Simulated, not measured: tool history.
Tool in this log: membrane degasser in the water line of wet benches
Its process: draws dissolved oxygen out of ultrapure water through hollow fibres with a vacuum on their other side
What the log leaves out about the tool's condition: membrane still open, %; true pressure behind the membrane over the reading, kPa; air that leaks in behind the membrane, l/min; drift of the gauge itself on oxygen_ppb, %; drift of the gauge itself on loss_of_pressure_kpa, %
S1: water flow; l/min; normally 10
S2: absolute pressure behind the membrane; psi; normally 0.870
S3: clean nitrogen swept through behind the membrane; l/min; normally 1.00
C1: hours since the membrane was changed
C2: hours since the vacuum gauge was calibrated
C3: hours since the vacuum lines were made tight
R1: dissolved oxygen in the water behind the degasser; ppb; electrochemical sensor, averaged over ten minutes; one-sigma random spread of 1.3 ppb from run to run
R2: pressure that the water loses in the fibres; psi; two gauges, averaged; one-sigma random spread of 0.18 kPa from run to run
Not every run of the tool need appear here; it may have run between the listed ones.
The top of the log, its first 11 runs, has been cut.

{"run": 12, "hour": 1386.6, "S1": 10, "S2": 0.87, "S3": 0.42, "C1": 6075, "C2": 2367, "C3": 1956, "R1": 207.9, "R2": 5.1}
{"run": 13, "hour": 1490.8, "S1": 10, "S2": 0.87, "S3": 1.0, "C1": 6180, "C2": 2471, "C3": 2060, "R1": 128.6, "R2": 5.082}
{"run": 14, "hour": 1640.4, "S1": 10, "S2": 0.87, "S3": 1.0, "C1": 6329, "C2": 2621, "C3": 2210, "R1": 125.7, "R2": 5.059}
{"run": 15, "hour": 1782.1, "S1": 10, "S2": 1.271, "S3": 1.0, "C1": 6471, "C2": 2763, "C3": 2351, "R1": 193.0, "R2": 5.107}
{"run": 16, "hour": 1947.9, "S1": 7, "S2": 0.87, "S3": 1.0, "C1": 6637, "C2": 2928, "C3": 2517, "R1": 71.9, "R2": 3.553}
{"run": 17, "hour": 2093.7, "S1": 7, "S2": 1.04, "S3": 1.0, "C1": 6783, "C2": 3074, "C3": 2663, "R1": 90.8, "R2": 3.564}
{"run": 18, "hour": 2201.2, "S1": 7, "S2": 1.04, "S3": 1.0, "C1": 6890, "C2": 3182, "C3": 2770, "R1": 89.9, "R2": 3.549}
{"run": 19, "hour": 2339.3, "S1": 10, "S2": 1.371, "S3": 1.0, "C1": 7028, "C2": 3320, "C3": 2909, "R1": 208.5, "R2": 5.136}
{"run": 20, "hour": 2508.7, "S1": 13, "S2": 0.895, "S3": 1.0, "C1": 7198, "C2": 3489, "C3": 3078, "R1": 205.0, "R2": 6.63}
{"hour": 2633.1, "done": "gauge calibrated"}
{"run": 21, "hour": 2633.1, "S1": 10, "S2": 1.858, "S3": 1.23, "C1": 7322, "C2": 3614, "C3": 3202, "R1": 243.2, "R2": 5.024}
{"run": 22, "hour": 2805.9, "S1": 6, "S2": 0.661, "S3": 0.67, "C1": 7495, "C2": 3786, "C3": 3375, "R1": 43.9, "R2": 2.979}
{"run": 23, "hour": 2893.8, "S1": 6, "S2": 1.337, "S3": 0.67, "C1": 7583, "C2": 3874, "C3": 3463, "R1": 140.4, "R2": 2.97}
{"run": 24, "hour": 3011.5, "S1": 6, "S2": 1.337, "S3": 0.67, "C1": 7700, "C2": 3992, "C3": 3581, "R1": 141.8, "R2": 3.03}
{"run": 25, "hour": 3093.9, "S1": 7, "S2": 0.87, "S3": 1.0, "C1": 7783, "C2": 4074, "C3": 3663, "R1": 70.1, "R2": 3.477}
{"run": 26, "hour": 3258.9, "S1": 7, "S2": 0.87, "S3": 1.0, "C1": 7948, "C2": 4239, "C3": 3828, "R1": 71.2, "R2": 3.549}
{"run": 27, "hour": 3412.9, "S1": 7, "S2": 0.87, "S3": 1.0, "C1": 8102, "C2": 4393, "C3": 3982, "R1": 71.1, "R2": 3.465}
{"run": 28, "hour": 3593.5, "S1": 10, "S2": 0.937, "S3": 0.86, "C1": 8282, "C2": 4574, "C3": 4163, "R1": 151.9, "R2": 5.033}
{"run": 29, "hour": 3671.4, "S1": 10, "S2": 0.937, "S3": 0.53, "C1": 8360, "C2": 4652, "C3": 4241, "R1": 195.6, "R2": 5.065}
{"hour": 3696.9, "done": "vacuum gauge calibrated"}
{"run": 30, "hour": 3811.1, "S1": 11, "S2": 0.937, "S3": 0.77, "C1": 8499, "C2": 114, "C3": 4380, "R1": 186.9, "R2": 5.583}
{"run": 31, "hour": 3897.6, "S1": 11, "S2": 0.937, "S3": 0.77, "C1": 8586, "C2": 201, "C3": 4466, "R1": 182.3, "R2": 5.638}
{"run": 32, "hour": 4038.9, "S1": 12, "S2": 1.12, "S3": 1.0, "C1": 8727, "C2": 342, "C3": 4608, "R1": 219.1, "R2": 6.089}

Alternative continuations, all from the tool just after run 32; predict every row:
{"run": "A", "hour": 4123.1, "S1": 11, "S2": 0.66, "S3": 2.18, "C1": 8811, "C2": 426, "C3": 4692, "R1": "?", "R2": "?"}
{"run": "B", "hour": 4123.1, "S1": 12, "S2": 0.756, "S3": 1.11, "C1": 8811, "C2": 426, "C3": 4692, "R1": "?", "R2": "?"}
{"run": "C", "hour": 4123.1, "S1": 7, "S2": 0.651, "S3": 1.0, "C1": 8811, "C2": 426, "C3": 4692, "R1": "?", "R2": "?"}

run=A R1=96.8 R2=5.577
run=B R1=148.4 R2=6.108
run=C R1=44.8 R2=3.530
Without the tool's unlogged condition, the same runs would have read:
run=A R1=96.5 R2=5.485
run=B R1=148.0 R2=6.007
run=C R1=44.7 R2=3.472
